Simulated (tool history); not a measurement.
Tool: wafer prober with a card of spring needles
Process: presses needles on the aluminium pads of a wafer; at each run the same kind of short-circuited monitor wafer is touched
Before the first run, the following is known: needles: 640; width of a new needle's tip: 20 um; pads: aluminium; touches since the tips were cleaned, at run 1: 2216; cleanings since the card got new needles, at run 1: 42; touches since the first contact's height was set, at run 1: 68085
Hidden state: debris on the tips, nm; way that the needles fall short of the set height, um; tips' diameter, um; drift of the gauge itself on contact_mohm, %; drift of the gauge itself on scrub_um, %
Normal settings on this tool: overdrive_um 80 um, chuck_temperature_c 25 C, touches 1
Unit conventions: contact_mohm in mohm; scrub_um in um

run,hour,overdrive_um,chuck_temperature_c,touches,touches since the tips were cleaned,cleanings since the card got new needles,touches since the first contact's height was set,contact_mohm,scrub_um
1,0.0,80,25,1,2216,42,68085,293,16.59
# hour 14.2: tips cleaned on abrasive film
2,26.3,80,25,1,3009,43,74600,301,16.51
# hour 36.5: tips cleaned on abrasive film
3,49.6,80,25,1,3264,44,80367,306,16.34
# hour 57.5: tips cleaned on abrasive film
# hour 80.4: tips cleaned on abrasive film
4,83.2,80,25,1,694,46,88665,268,16.34
# hour 102.0: tips cleaned on abrasive film
5,117.5,80,25,1,3856,47,97155,309,16.40
# hour 124.4: tips cleaned on abrasive film
# hour 145.4: tips cleaned on abrasive film
6,145.4,80,25,1,0,49,104030,248,16.41
7,162.1,80,25,1,4159,49,108189,316,16.32
# hour 166.9: tips cleaned on abrasive film
# hour 189.1: tips cleaned on abrasive film
8,194.7,80,25,1,1396,51,116237,281,16.39
# hour 210.6: tips cleaned on abrasive film
9,226.9,80,25,1,4067,52,124225,315,16.48
# hour 234.2: tips cleaned on abrasive film
10,244.6,63,28,1,2573,53,128579,340,12.93
# hour 255.2: tips cleaned on abrasive film
11,269.8,66,112,1,3626,54,134813,352,13.42
# hour 276.6: tips cleaned on abrasive film
# hour 298.0: tips cleaned on abrasive film
12,302.0,66,112,1,984,56,142777,309,13.34
# hour 319.7: tips cleaned on abrasive film
13,333.3,82,49,1,3368,57,150528,313,16.72
# hour 340.7: tips cleaned on abrasive film
14,358.0,91,25,3,4314,58,156649,261,18.59
# hour 362.1: tips cleaned on abrasive film
15,380.7,95,25,1,4629,59,162265,296,19.19
# hour 385.0: tips cleaned on abrasive film
16,398.8,95,25,1,3449,60,166740,287,19.24

Alternative continuations, all from the tool just after run 16; predict every row:
# hour 406.5: tips cleaned on abrasive film
# hour 429.0: tips cleaned on abrasive film
A,433.4,80,40,1,1082,62,175266,?,?
# hour 406.5: tips cleaned on abrasive film
# hour 429.0: tips cleaned on abrasive film
B,433.4,80,25,1,1082,62,175266,?,?
# hour 406.5: tips cleaned on abrasive film
# hour 429.0: tips cleaned on abrasive film
C,433.4,64,105,1,1082,62,175266,?,?
# hour 406.5: tips cleaned on abrasive film
# hour 429.0: tips cleaned on abrasive film
D,433.4,73,25,2,1082,62,175266,?,?
# hour 406.5: tips cleaned on abrasive film
# hour 429.0: tips cleaned on abrasive film
E,433.4,77,25,1,1082,62,175266,?,?

run,contact_mohm,scrub_um
A,275,16.02
B,274,16.06
C,312,12.97
D,268,14.70
E,280,15.33
Take away the tool's hidden state, keep each run's random variation, and the runs would have read:
run,contact_mohm,scrub_um
A,240,16.66
B,238,16.70
C,263,13.63
D,241,15.35
E,241,15.98
